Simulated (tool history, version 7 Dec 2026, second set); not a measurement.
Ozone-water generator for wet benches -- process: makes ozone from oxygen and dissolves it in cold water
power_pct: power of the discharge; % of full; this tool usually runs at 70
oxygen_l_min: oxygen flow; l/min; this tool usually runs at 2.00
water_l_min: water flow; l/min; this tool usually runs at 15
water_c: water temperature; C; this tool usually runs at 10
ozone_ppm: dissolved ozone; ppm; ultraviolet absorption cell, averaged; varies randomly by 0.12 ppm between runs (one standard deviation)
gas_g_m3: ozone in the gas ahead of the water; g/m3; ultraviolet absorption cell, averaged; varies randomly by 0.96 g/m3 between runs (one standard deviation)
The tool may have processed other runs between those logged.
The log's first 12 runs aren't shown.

run 13 hour=321.1 | power_pct=70 oxygen_l_min=2.04 water_l_min=15 water_c=10 | ozone_ppm=10.8 gas_g_m3=163.3
run 14 hour=347.1 | power_pct=70 oxygen_l_min=2.58 water_l_min=15 water_c=10 | ozone_ppm=11.4 gas_g_m3=144.4
run 15 hour=365.6 | power_pct=70 oxygen_l_min=2.00 water_l_min=10 water_c=10 | ozone_ppm=15.7 gas_g_m3=164.7
run 16 hour=400.5 | power_pct=70 oxygen_l_min=2.00 water_l_min=15 water_c=10 | ozone_ppm=10.9 gas_g_m3=163.4
run 17 hour=421.6 | power_pct=70 oxygen_l_min=2.00 water_l_min=15 water_c=10 | ozone_ppm=10.6 gas_g_m3=163.9
-- hour=427.4 contactor cleaned
run 18 hour=449.6 | power_pct=70 oxygen_l_min=2.00 water_l_min=15 water_c=10 | ozone_ppm=10.7 gas_g_m3=163.9
run 19 hour=475.4 | power_pct=70 oxygen_l_min=3.44 water_l_min=15 water_c=10 | ozone_ppm=12.6 gas_g_m3=129.1
-- hour=492.5 contactor cleaned, once more
run 20 hour=498.7 | power_pct=84 oxygen_l_min=3.44 water_l_min=15 water_c=10 | ozone_ppm=14.5 gas_g_m3=145.1
run 21 hour=528.2 | power_pct=50 oxygen_l_min=3.50 water_l_min=19 water_c=10 | ozone_ppm=8.1 gas_g_m3=102.9
run 22 hour=548.1 | power_pct=53 oxygen_l_min=3.46 water_l_min=10 water_c=10 | ozone_ppm=14.5 gas_g_m3=107.6
run 23 hour=577.1 | power_pct=53 oxygen_l_min=3.46 water_l_min=10 water_c=10 | ozone_ppm=14.4 gas_g_m3=106.7
run 24 hour=613.1 | power_pct=99 oxygen_l_min=1.49 water_l_min=19 water_c=12 | ozone_ppm=9.7 gas_g_m3=232.6
run 25 hour=650.5 | power_pct=99 oxygen_l_min=1.49 water_l_min=12 water_c=12 | ozone_ppm=15.4 gas_g_m3=231.9
run 26 hour=667.8 | power_pct=70 oxygen_l_min=3.37 water_l_min=17 water_c=10 | ozone_ppm=11.4 gas_g_m3=130.0

Forecast run 27:
run 27 hour=692.0 | power_pct=70 oxygen_l_min=1.95 water_l_min=12 water_c=10 | ozone_ppm=? gas_g_m3=?

ozone_ppm: 13.6 ppm
gas_g_m3: 164.5 g/m3
Take away the tool's hidden state, keep the run-to-run variation as it was, and the same run would have given ozone_ppm 13.8 ppm, gas_g_m3 166.4 g/m3.

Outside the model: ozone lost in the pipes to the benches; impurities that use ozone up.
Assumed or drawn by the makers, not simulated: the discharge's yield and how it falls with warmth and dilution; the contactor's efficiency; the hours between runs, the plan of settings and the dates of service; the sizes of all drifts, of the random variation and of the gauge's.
